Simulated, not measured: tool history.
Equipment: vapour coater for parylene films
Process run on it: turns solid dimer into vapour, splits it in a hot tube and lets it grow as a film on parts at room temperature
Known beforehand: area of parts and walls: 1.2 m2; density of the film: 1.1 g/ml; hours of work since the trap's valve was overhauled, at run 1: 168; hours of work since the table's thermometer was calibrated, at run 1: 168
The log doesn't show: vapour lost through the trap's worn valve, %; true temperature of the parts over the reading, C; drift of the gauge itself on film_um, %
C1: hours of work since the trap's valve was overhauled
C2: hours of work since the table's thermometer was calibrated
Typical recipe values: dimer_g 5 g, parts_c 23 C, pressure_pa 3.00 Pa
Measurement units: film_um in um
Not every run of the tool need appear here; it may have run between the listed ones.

{"run": 1, "hour": 0.0, "dimer_g": 5, "parts_c": 23, "pressure_pa": 3.0, "C1": 168, "C2": 168, "film_um": 2.88}
{"run": 2, "hour": 8.8, "dimer_g": 5, "parts_c": 23, "pressure_pa": 3.0, "C1": 173, "C2": 173, "film_um": 2.88}
{"run": 3, "hour": 16.7, "dimer_g": 5, "parts_c": 23, "pressure_pa": 3.0, "C1": 176, "C2": 176, "film_um": 2.84}
{"run": 4, "hour": 23.1, "dimer_g": 5, "parts_c": 26, "pressure_pa": 3.0, "C1": 180, "C2": 180, "film_um": 2.52}
{"run": 5, "hour": 31.4, "dimer_g": 5, "parts_c": 23, "pressure_pa": 2.23, "C1": 184, "C2": 184, "film_um": 3.04}
{"run": 6, "hour": 44.9, "dimer_g": 5, "parts_c": 23, "pressure_pa": 2.23, "C1": 191, "C2": 191, "film_um": 3.04}
{"run": 7, "hour": 53.2, "dimer_g": 5, "parts_c": 27, "pressure_pa": 3.0, "C1": 195, "C2": 195, "film_um": 2.43}
{"run": 8, "hour": 64.1, "dimer_g": 5, "parts_c": 27, "pressure_pa": 3.0, "C1": 200, "C2": 200, "film_um": 2.33}
{"run": 9, "hour": 77.5, "dimer_g": 5, "parts_c": 27, "pressure_pa": 3.0, "C1": 207, "C2": 207, "film_um": 2.35}
{"run": 10, "hour": 88.7, "dimer_g": 5, "parts_c": 23, "pressure_pa": 3.0, "C1": 213, "C2": 213, "film_um": 2.83}
{"run": 11, "hour": 103.6, "dimer_g": 5, "parts_c": 23, "pressure_pa": 3.0, "C1": 220, "C2": 220, "film_um": 2.82}
{"run": 12, "hour": 118.3, "dimer_g": 5, "parts_c": 23, "pressure_pa": 3.0, "C1": 227, "C2": 227, "film_um": 2.8}
{"run": 13, "hour": 127.6, "dimer_g": 5, "parts_c": 23, "pressure_pa": 3.0, "C1": 232, "C2": 232, "film_um": 2.87}
{"run": 14, "hour": 136.6, "dimer_g": 5, "parts_c": 23, "pressure_pa": 3.0, "C1": 237, "C2": 237, "film_um": 2.88}
{"run": 15, "hour": 143.5, "dimer_g": 5, "parts_c": 23, "pressure_pa": 3.0, "C1": 240, "C2": 240, "film_um": 2.78}
{"run": 16, "hour": 150.3, "dimer_g": 5, "parts_c": 23, "pressure_pa": 3.0, "C1": 244, "C2": 244, "film_um": 2.8}
{"run": 17, "hour": 161.9, "dimer_g": 5, "parts_c": 23, "pressure_pa": 3.0, "C1": 249, "C2": 249, "film_um": 2.82}
{"run": 18, "hour": 170.3, "dimer_g": 5, "parts_c": 23, "pressure_pa": 3.0, "C1": 254, "C2": 254, "film_um": 2.81}
{"run": 19, "hour": 182.2, "dimer_g": 5, "parts_c": 33, "pressure_pa": 3.0, "C1": 260, "C2": 260, "film_um": 1.81}
{"run": 20, "hour": 191.4, "dimer_g": 5, "parts_c": 33, "pressure_pa": 2.85, "C1": 264, "C2": 264, "film_um": 1.85}
{"run": 21, "hour": 203.6, "dimer_g": 5, "parts_c": 23, "pressure_pa": 3.0, "C1": 270, "C2": 270, "film_um": 2.85}
{"run": 22, "hour": 216.1, "dimer_g": 3, "parts_c": 23, "pressure_pa": 3.0, "C1": 277, "C2": 277, "film_um": 1.69}
{"run": 23, "hour": 224.6, "dimer_g": 3, "parts_c": 23, "pressure_pa": 3.0, "C1": 281, "C2": 281, "film_um": 1.68}
{"run": 24, "hour": 233.3, "dimer_g": 3, "parts_c": 23, "pressure_pa": 3.0, "C1": 285, "C2": 285, "film_um": 1.68}
{"run": 25, "hour": 239.6, "dimer_g": 3, "parts_c": 23, "pressure_pa": 3.0, "C1": 288, "C2": 288, "film_um": 1.67}
{"run": 26, "hour": 247.3, "dimer_g": 6, "parts_c": 23, "pressure_pa": 8.42, "C1": 292, "C2": 292, "film_um": 2.77}
{"run": 27, "hour": 260.9, "dimer_g": 5, "parts_c": 23, "pressure_pa": 3.63, "C1": 299, "C2": 299, "film_um": 2.68}
{"run": 28, "hour": 272.8, "dimer_g": 7, "parts_c": 27, "pressure_pa": 5.28, "C1": 305, "C2": 305, "film_um": 2.92}
{"run": 29, "hour": 283.6, "dimer_g": 5, "parts_c": 23, "pressure_pa": 2.57, "C1": 310, "C2": 310, "film_um": 2.91}
{"run": 30, "hour": 298.7, "dimer_g": 5, "parts_c": 23, "pressure_pa": 10.31, "C1": 318, "C2": 318, "film_um": 2.23}
{"run": 31, "hour": 308.4, "dimer_g": 2, "parts_c": 28, "pressure_pa": 10.63, "C1": 323, "C2": 323, "film_um": 0.66}
{"run": 32, "hour": 319.5, "dimer_g": 3, "parts_c": 17, "pressure_pa": 3.83, "C1": 328, "C2": 328, "film_um": 2.05}
{"run": 33, "hour": 333.8, "dimer_g": 3, "parts_c": 17, "pressure_pa": 3.83, "C1": 336, "C2": 336, "film_um": 2.04}
{"run": 34, "hour": 344.4, "dimer_g": 3, "parts_c": 20, "pressure_pa": 3.58, "C1": 341, "C2": 341, "film_um": 1.83}
{"run": 35, "hour": 351.7, "dimer_g": 3, "parts_c": 20, "pressure_pa": 3.58, "C1": 345, "C2": 345, "film_um": 1.86}
{"run": 36, "hour": 366.1, "dimer_g": 3, "parts_c": 20, "pressure_pa": 3.58, "C1": 352, "C2": 352, "film_um": 1.82}
{"run": 37, "hour": 376.5, "dimer_g": 3, "parts_c": 20, "pressure_pa": 3.58, "C1": 357, "C2": 357, "film_um": 1.82}
{"run": 38, "hour": 388.9, "dimer_g": 8, "parts_c": 19, "pressure_pa": 3.6, "C1": 363, "C2": 363, "film_um": 5.07}
{"run": 39, "hour": 399.9, "dimer_g": 8, "parts_c": 23, "pressure_pa": 3.0, "C1": 369, "C2": 369, "film_um": 4.37}
{"run": 40, "hour": 410.9, "dimer_g": 2, "parts_c": 28, "pressure_pa": 9.0, "C1": 374, "C2": 374, "film_um": 0.71}
{"run": 41, "hour": 421.9, "dimer_g": 2, "parts_c": 28, "pressure_pa": 9.0, "C1": 380, "C2": 380, "film_um": 0.69}
{"run": 42, "hour": 432.8, "dimer_g": 5, "parts_c": 23, "pressure_pa": 2.93, "C1": 385, "C2": 385, "film_um": 2.71}
{"run": 43, "hour": 439.9, "dimer_g": 4, "parts_c": 18, "pressure_pa": 3.88, "C1": 389, "C2": 389, "film_um": 2.6}
{"run": 44, "hour": 453.2, "dimer_g": 7, "parts_c": 21, "pressure_pa": 2.27, "C1": 396, "C2": 396, "film_um": 4.37}
{"run": 45, "hour": 462.4, "dimer_g": 7, "parts_c": 21, "pressure_pa": 2.27, "C1": 400, "C2": 400, "film_um": 4.44}
{"run": 46, "hour": 476.2, "dimer_g": 6, "parts_c": 34, "pressure_pa": 3.78, "C1": 407, "C2": 407, "film_um": 1.9}
{"run": 47, "hour": 489.4, "dimer_g": 2, "parts_c": 34, "pressure_pa": 2.12, "C1": 414, "C2": 414, "film_um": 0.73}

A few steps of film_um between consecutive runs. Split each: what settings, incoming material and random variation would produce without the hidden state, and what is left over for the hidden state, along with gauge scatter present in only one of the two compared results (measured, and without hidden state):
Run 37 -> 38: dimer_g 3 -> 8, parts_c 20 -> 19, pressure_pa 3.58 -> 3.60. film_um +3.25 um: hidden state -0.33, all else +3.58.
Run 39 -> 40: dimer_g 8 -> 2, parts_c 23 -> 28, pressure_pa 3.00 -> 9.00. film_um -3.66 um: hidden state +0.36, all else -4.02.
Run 45 -> 46: dimer_g 7 -> 6, parts_c 21 -> 34, pressure_pa 2.27 -> 3.78. film_um -2.54 um: hidden state +0.26, all else -2.80.
